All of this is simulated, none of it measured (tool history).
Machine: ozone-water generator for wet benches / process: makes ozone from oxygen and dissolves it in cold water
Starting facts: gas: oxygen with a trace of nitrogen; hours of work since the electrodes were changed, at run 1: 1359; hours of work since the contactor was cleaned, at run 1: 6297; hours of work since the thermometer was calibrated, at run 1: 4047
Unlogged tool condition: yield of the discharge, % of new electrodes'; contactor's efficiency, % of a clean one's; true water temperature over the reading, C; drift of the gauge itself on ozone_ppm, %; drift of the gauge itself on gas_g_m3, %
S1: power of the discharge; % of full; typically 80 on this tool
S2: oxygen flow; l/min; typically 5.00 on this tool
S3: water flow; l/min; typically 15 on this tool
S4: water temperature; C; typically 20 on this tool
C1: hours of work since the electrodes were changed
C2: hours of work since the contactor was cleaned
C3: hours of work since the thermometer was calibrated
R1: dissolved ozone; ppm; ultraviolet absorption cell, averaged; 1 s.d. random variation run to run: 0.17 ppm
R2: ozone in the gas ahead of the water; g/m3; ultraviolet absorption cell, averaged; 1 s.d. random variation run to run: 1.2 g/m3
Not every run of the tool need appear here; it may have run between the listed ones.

run   hour  S1    S2  S3  S4    C1    C2    C3    R1     R2
  1    0.0  80  5.00  15  20  1359  6297  4047  22.0  210.7
      60.6  -- contactor cleaned
  2   60.6  80  5.00  15  25  1407     0  4095  20.4  211.8
  3  108.7  80  5.00  15  20  1448    41  4135  22.5  210.0
  4  156.2  53  5.00  15  20  1488    81  4176  15.7  147.4
  5  206.5  53  5.00  15  20  1531   124  4218  16.0  146.6
  6  239.0  53  5.00  15  20  1558   151  4246  15.6  148.4
     280.5  -- water thermometer calibrated
  7  298.7  53  5.00  15  20  1608   201    15  15.8  148.7
  8  359.1  80  5.00  17  20  1660   252    67  20.7  211.0
  9  401.9  80  5.00  17  20  1696   289   103  20.5  210.7
 10  453.4  80  5.00  17  20  1739   332   147  20.9  209.3
 11  532.9  46  7.78  18  14  1807   400   214  14.5  114.4
 12  607.7  46  7.73  15  14  1870   463   277  16.5  113.9

Forecast run 13:
 13  665.1  46  7.73  15  14  1919  512  326   ?   ?

{"run 13": {"R1": 16.3, "R2": 115.2}}
The same run, on a tool lacking any hidden state, would have yielded R1 16.3 ppm, R2 114.2 g/m3.
